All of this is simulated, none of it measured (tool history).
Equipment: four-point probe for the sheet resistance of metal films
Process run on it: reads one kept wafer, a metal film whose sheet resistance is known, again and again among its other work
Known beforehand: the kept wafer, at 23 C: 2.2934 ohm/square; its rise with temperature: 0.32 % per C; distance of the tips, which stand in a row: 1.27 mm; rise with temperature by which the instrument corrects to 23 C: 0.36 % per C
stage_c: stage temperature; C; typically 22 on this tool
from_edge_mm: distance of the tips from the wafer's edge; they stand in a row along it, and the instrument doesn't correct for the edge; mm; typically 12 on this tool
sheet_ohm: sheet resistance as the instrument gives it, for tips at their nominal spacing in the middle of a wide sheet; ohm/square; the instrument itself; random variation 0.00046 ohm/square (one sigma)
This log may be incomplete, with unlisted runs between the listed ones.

run   hour  stage_c  from_edge_mm  sheet_ohm
  1      0       22            12   2.297251
  2   65.4       22            12   2.296983
  3  106.1       22            12   2.296873
  4  173.7       22            12   2.297086
  5  235.5       22            12   2.296231
  6  301.3       22             6   2.337015
  7  358.4       22            28   2.284602
  8  407.3       22            28   2.285425
  9  454.3       22            28    2.28501
 10  528.5       22            28   2.284464
 11    580       28            28   2.279587
 12  636.1       28            28   2.278406
 13  686.8       28            28   2.278784
 14  730.7       22             4   2.398422
 15  764.1       19             9   2.308974
 16  818.9       18            24   2.288373
 17  849.5       18            24    2.28725
 18  896.3       25             6   2.332318
 19  946.1       27            27   2.280378
 20  995.5       22            22   2.284454

Run 21 is up next; what results do you expect?
 21  1049.6       22            22          ?

{"run 21": {"sheet_ohm": 2.284265}}
With no hidden state in the tool, this same run would have given sheet_ohm 2.298071 ohm/square.

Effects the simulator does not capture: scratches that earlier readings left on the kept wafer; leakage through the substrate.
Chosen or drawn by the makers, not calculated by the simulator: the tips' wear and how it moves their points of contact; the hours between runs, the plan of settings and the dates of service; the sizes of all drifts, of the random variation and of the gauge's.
